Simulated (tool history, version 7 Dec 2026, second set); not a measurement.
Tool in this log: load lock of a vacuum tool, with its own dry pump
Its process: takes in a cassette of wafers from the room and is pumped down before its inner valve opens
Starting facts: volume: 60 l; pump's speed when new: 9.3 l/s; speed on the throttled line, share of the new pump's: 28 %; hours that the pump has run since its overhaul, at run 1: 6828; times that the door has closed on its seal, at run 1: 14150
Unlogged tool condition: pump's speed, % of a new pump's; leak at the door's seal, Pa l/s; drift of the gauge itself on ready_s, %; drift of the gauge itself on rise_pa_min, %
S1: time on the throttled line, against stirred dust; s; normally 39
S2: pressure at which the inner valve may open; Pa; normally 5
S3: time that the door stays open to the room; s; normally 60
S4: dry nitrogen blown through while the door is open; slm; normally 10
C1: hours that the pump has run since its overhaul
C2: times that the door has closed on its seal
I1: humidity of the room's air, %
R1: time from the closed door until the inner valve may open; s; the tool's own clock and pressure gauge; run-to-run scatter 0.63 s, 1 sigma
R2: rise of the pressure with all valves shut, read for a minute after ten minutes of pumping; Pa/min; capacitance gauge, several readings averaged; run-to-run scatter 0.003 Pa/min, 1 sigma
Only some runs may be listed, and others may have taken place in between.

run	hour	S1	S2	S3	S4	C1	C2	I1	R1	R2
1	0	39	5	60	10	6828	14150	42.8	102.8	0.1
2	212.3	39	5	60	17	7041	14429	47.6	105.5	0.099
3	431.5	39	5	60	17	7260	14718	47.1	104.1	0.1
4	641.1	45	5	60	17	7469	14994	45.8	108.2	0.097
5	968.1	37	5	60	10	7797	15425	45.3	103.5	0.1
6	1167.9	39	5	60	10	7996	15688	47	105.2	0.106
7	1357.8	39	5	60	10	8186	15938	44.1	106.4	0.108
8	1665	39	5	60	10	8493	16342	44.6	108.1	0.106
9	1826.2	47	5	60	10	8655	16555	47.2	113.2	0.114
10	2096.8	47	5	60	10	8925	16911	44.3	113.4	0.11
11	2408.1	47	5	60	10	9237	17321	45.3	114.7	0.113
12	2682.9	39	5	47	10	9511	17683	45.6	110.2	0.109
# hour 2966.1: dry pump taken out, an overhauled one fitted
13	2966.1	39	5	47	10	0	18048	43	91.8	0.112
14	3184.4	39	5	47	10	218	18335	44.9	93.2	0.115
15	3517.7	39	5	60	10	552	18774	46.7	92.9	0.124
16	3756.5	39	5	60	10	790	19089	46.8	93.8	0.13
17	3986	39	5	204	10	1020	19391	44.3	94.1	0.172
18	4165.7	25	6	204	10	1200	19628	44.5	83.1	0.175
19	4380.4	25	6	204	10	1414	19910	46.9	83.8	0.181
20	4660.2	25	6	204	13	1694	20279	43.5	85.2	0.166
21	4891.3	72	7	204	13	1925	20583	44.2	116.5	0.178
22	5227.2	72	7	204	13	2261	21025	43.1	116.9	0.176
23	5472.6	39	8	88	10	2506	21348	41.5	92.5	0.146
24	5741	48	6	60	10	2775	21702	45.2	101.4	0.145
25	5948.7	48	6	60	10	2983	21975	47.9	103.3	0.146
26	6211	35	6	67	10	3245	22321	46.2	93.9	0.146
27	6581.1	68	6	67	10	3615	22808	42.2	116.7	0.149
28	6887.6	66	8	187	8	3922	23212	45.8	113.1	0.194
29	7176.7	37	5	60	10	4211	23593	43.6	98.4	0.154
30	7498.6	61	10	41	5	4532	24016	44.4	108.8	0.15
31	7682.8	39	5	30	12	4717	24259	46.5	99.3	0.143
32	8013.4	39	5	111	6	5047	24694	47.9	100.4	0.188
33	8309.8	59	6	36	41	5344	25085	45.6	113.3	0.144

Here are 4 independent what-if runs from the current tool condition. What would each one return?
A	8561.7	27	5	60	15	5596	25416	44.5	?	?
B	8561.7	39	5	34	10	5596	25416	40.8	?	?
C	8561.7	32	5	73	10	5596	25416	43.2	?	?
D	8561.7	59	6	43	13	5596	25416	45.7	?	?

run	R1	R2
A	93.4	0.156
B	102.3	0.155
C	96.3	0.168
D	113.1	0.156
What these runs would have given with no unlogged condition in the tool:
run	R1	R2
A	83.3	0.032
B	92.8	0.029
C	86.6	0.043
D	104.9	0.031

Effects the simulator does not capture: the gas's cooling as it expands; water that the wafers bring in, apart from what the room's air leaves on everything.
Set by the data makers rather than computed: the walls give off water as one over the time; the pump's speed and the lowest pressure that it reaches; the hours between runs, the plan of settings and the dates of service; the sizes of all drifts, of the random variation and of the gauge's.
